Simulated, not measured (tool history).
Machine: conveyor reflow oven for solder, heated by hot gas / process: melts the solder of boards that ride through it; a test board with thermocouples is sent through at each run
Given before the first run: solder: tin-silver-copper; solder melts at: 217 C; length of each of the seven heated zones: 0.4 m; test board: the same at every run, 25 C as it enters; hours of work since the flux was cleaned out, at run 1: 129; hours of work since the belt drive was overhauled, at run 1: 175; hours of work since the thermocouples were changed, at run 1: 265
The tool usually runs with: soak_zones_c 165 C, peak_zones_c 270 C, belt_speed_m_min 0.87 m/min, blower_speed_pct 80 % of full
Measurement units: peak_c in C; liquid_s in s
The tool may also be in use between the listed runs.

run	day	soak_zones_c	peak_zones_c	belt_speed_m_min	blower_speed_pct	hours of work since the flux was cleaned out	hours of work since the belt drive was overhauled	hours of work since the thermocouples were changed	peak_c	liquid_s
1	0	165	270	0.87	80	129	175	265	251.4	38.2
2	2.083	165	270	0.871	80	161	208	297	251.6	38.8
3	3.629	165	270	0.871	80	185	232	321	251.3	37.9
4	4.638	165	270	0.871	80	201	247	337	251.3	37.5
5	5.612	165	270	0.871	80	216	263	352	251.2	38.5
6	6.746	165	270	0.789	80	234	280	370	253.8	44.7
7	8.196	165	270	0.87	80	256	303	392	251.2	37.8
8	9.983	165	270	0.87	80	284	331	420	251	38.2
9	10.971	165	270	0.87	75	299	346	435	249.1	36.8
10	12.675	165	270	0.87	75	326	372	462	249.7	37.4
11	14.208	165	270	0.87	75	350	396	486	249.3	37
12	16.292	165	270	0.87	75	382	429	518	249.4	37.2
13	17.779	165	270	0.87	75	405	452	541	248.7	37.1
14	19.771	165	270	0.87	52	436	483	572	242.9	31.1
15	20.746	165	270	0.87	52	451	498	587	242.7	30.9
16	22.808	165	270	0.87	52	483	530	619	242.1	31.1
17	23.775	165	270	0.87	52	498	545	634	243.2	31.2
# day 24.121: flux residue cleaned out of gas plates and filters
18	25.038	165	270	0.87	52	14	561	651	246	34
19	26.742	178	259	0.971	52	41	588	677	235.5	25.9
20	27.967	154	276	0.864	81	60	607	696	257.1	39.6
21	29.317	154	276	0.864	64	81	628	717	252.1	35.9
22	30.296	165	270	0.781	80	96	643	732	257.1	46.9
23	31.388	160	269	0.87	80	113	660	749	252.2	37.8
24	33.342	167	275	0.976	72	143	690	780	251.7	33.9
25	34.854	167	265	0.972	72	167	714	803	243.4	29.9
26	36.171	153	273	0.87	80	187	734	824	253.3	37.1
27	37.088	153	273	0.87	80	202	748	838	253.3	37.1
28	39.038	155	268	0.87	66	232	779	868	245.8	32.2
29	40.838	162	268	0.969	66	260	807	896	243.1	27.7
30	42.742	165	270	0.777	82	289	836	926	257.1	46.7
31	44.025	173	284	0.793	50	309	856	946	261.2	49.8

Below are 3 alternative next runs, each starting from the tool's condition after run 31. Predict each:
A	45.196	170	284	0.87	85	328	875	964	?	?
B	45.196	177	269	0.793	85	328	875	964	?	?
C	45.196	173	284	0.793	71	328	875	964	?	?

run	peak_c	liquid_s
A	266	46.3
B	257.4	49.5
C	267.6	52.8
With the hidden condition removed and each run's random variation left untouched, the same runs would have given:
run	peak_c	liquid_s
A	264.8	45
B	255.7	47.9
C	266.1	51.2

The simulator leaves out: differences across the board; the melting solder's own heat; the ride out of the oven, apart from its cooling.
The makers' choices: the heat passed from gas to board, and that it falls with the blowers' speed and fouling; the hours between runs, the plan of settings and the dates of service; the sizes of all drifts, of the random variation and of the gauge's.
